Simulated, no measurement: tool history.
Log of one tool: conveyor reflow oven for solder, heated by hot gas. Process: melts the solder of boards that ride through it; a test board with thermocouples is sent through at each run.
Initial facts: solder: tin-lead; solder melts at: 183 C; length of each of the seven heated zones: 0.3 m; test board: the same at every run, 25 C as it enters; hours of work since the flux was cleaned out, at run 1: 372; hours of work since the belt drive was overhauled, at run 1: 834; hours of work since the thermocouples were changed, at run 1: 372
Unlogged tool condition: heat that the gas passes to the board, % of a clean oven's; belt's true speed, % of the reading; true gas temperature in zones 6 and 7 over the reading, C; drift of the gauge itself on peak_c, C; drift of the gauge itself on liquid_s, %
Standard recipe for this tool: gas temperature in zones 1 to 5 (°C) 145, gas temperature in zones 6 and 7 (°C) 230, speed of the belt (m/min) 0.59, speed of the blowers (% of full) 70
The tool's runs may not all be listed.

| run | hour | gas temperature in zones 1 to 5 (°C) | gas temperature in zones 6 and 7 (°C) | speed of the belt (m/min) | speed of the blowers (% of full) | hours of work since the flux was cleaned out | hours of work since the belt drive was overhauled | hours of work since the thermocouples were changed | highest temperature of the board (°C) | time above the solder's melting point (s) |
|---|---|---|---|---|---|---|---|---|---|---|
| 1 | 0 | 145 | 230 | 0.59 | 70 | 372 | 834 | 372 | 213.6 | 45.2 |
| 2 | 70.1 | 145 | 230 | 0.59 | 70 | 424 | 886 | 424 | 213.3 | 45.4 |
| 3 | 140.4 | 145 | 230 | 0.59 | 70 | 477 | 939 | 477 | 213.2 | 44.9 |
|  | 165.6 | flux residue cleaned out of gas plates and filters |
| 4 | 199.5 | 145 | 230 | 0.59 | 70 | 25 | 979 | 517 | 216.3 | 47.8 |
|  | 239.1 | thermocouples of zones 6 and 7 changed |
| 5 | 252 | 145 | 230 | 0.59 | 70 | 63 | 1017 | 10 | 215 | 46.7 |
| 6 | 337.2 | 145 | 230 | 0.59 | 70 | 127 | 1080 | 73 | 215.1 | 46.8 |
| 7 | 376.5 | 145 | 230 | 0.59 | 70 | 156 | 1110 | 103 | 215.2 | 46.4 |
|  | 446.5 | belt drive overhauled, speed set with a stopwatch |
| 8 | 446.7 | 145 | 230 | 0.59 | 70 | 205 | 0 | 152 | 213.6 | 45.4 |
| 9 | 509.2 | 157 | 230 | 0.59 | 70 | 252 | 47 | 199 | 216 | 51.4 |
| 10 | 555.2 | 157 | 230 | 0.59 | 70 | 286 | 81 | 233 | 216.2 | 51.1 |
| 11 | 639.2 | 145 | 236 | 0.59 | 70 | 349 | 144 | 295 | 218.1 | 48.4 |
| 12 | 715.1 | 145 | 236 | 0.664 | 70 | 405 | 200 | 352 | 213.9 | 39.5 |
| 13 | 801.5 | 145 | 230 | 0.59 | 70 | 470 | 265 | 417 | 212.9 | 44.2 |
|  | 834.4 | flux residue cleaned out of gas plates and filters |
| 14 | 856.1 | 145 | 230 | 0.59 | 70 | 16 | 302 | 454 | 216.2 | 47.5 |
| 15 | 934.2 | 145 | 230 | 0.59 | 70 | 74 | 360 | 512 | 215.8 | 47.2 |
|  | 979.2 | thermocouples of zones 6 and 7 changed |
| 16 | 1002.4 | 135 | 230 | 0.616 | 70 | 124 | 409 | 17 | 210.9 | 38.5 |
| 17 | 1046.8 | 146 | 245 | 0.535 | 67 | 157 | 443 | 50 | 230 | 60.2 |
| 18 | 1087.2 | 146 | 245 | 0.535 | 67 | 187 | 473 | 81 | 229.1 | 60.3 |
| 19 | 1136 | 144 | 245 | 0.694 | 67 | 224 | 509 | 117 | 219.3 | 40 |
| 20 | 1187.4 | 132 | 226 | 0.696 | 66 | 262 | 547 | 155 | 200.3 | 24.1 |
| 21 | 1253.2 | 132 | 239 | 0.696 | 58 | 311 | 597 | 204 | 206.8 | 28.8 |
| 22 | 1296.3 | 132 | 239 | 0.696 | 58 | 343 | 629 | 237 | 206.7 | 28.8 |
| 23 | 1340.9 | 132 | 239 | 0.696 | 58 | 376 | 662 | 270 | 206.1 | 28.7 |
| 24 | 1404.4 | 132 | 233 | 0.696 | 58 | 424 | 709 | 317 | 200.6 | 23.9 |
| 25 | 1460.7 | 146 | 230 | 0.59 | 70 | 466 | 751 | 359 | 212.8 | 44.8 |
|  | 1500.7 | flux residue cleaned out of gas plates and filters |
| 26 | 1514.6 | 147 | 234 | 0.59 | 70 | 10 | 788 | 396 | 219.1 | 50.1 |
| 27 | 1570.1 | 147 | 229 | 0.696 | 54 | 52 | 829 | 437 | 203.7 | 30.7 |
| 28 | 1632.5 | 147 | 229 | 0.696 | 54 | 98 | 876 | 484 | 203.9 | 30.1 |
| 29 | 1697.5 | 145 | 230 | 0.59 | 64 | 147 | 924 | 532 | 213.3 | 45.5 |
|  | 1714 | thermocouples of zones 6 and 7 changed |
| 30 | 1752.4 | 132 | 245 | 0.694 | 67 | 186 | 964 | 29 | 216.4 | 36.2 |

Selected run-to-run steps in highest temperature of the board (°C), each split into two signed amounts: the part the tool would show with no hidden state at all (from settings, incoming material and random variation), and the remainder, which goes to the hidden state together with any gauge scatter not common to the measured and the hidden-state-free results:
Run 3 -> 4: flux residue cleaned out of gas plates and filters. highest temperature of the board (°C) +3.1: hidden state +3.1, all else +0.
Run 13 -> 14: flux residue cleaned out of gas plates and filters. highest temperature of the board (°C) +3.3: hidden state +3.4, all else -0.1.
Run 16 -> 17: gas temperature in zones 1 to 5 (°C) 135 -> 146, gas temperature in zones 6 and 7 (°C) 230 -> 245, speed of the belt (m/min) 0.616 -> 0.535, speed of the blowers (% of full) 70 -> 67. highest temperature of the board (°C) +19.1: hidden state +0, all else +19.1.
Run 19 -> 20: gas temperature in zones 1 to 5 (°C) 144 -> 132, gas temperature in zones 6 and 7 (°C) 245 -> 226, speed of the belt (m/min) 0.694 -> 0.696, speed of the blowers (% of full) 67 -> 66. highest temperature of the board (°C) -19: hidden state -0.2, all else -18.8.
Run 25 -> 26: gas temperature in zones 1 to 5 (°C) 146 -> 147, gas temperature in zones 6 and 7 (°C) 230 -> 234, flux residue cleaned out of gas plates and filters. highest temperature of the board (°C) +6.3: hidden state +3.1, all else +3.2.
Run 26 -> 27: gas temperature in zones 6 and 7 (°C) 234 -> 229, speed of the belt (m/min) 0.59 -> 0.696, speed of the blowers (% of full) 70 -> 54. highest temperature of the board (°C) -15.4: hidden state -0.2, all else -15.2.
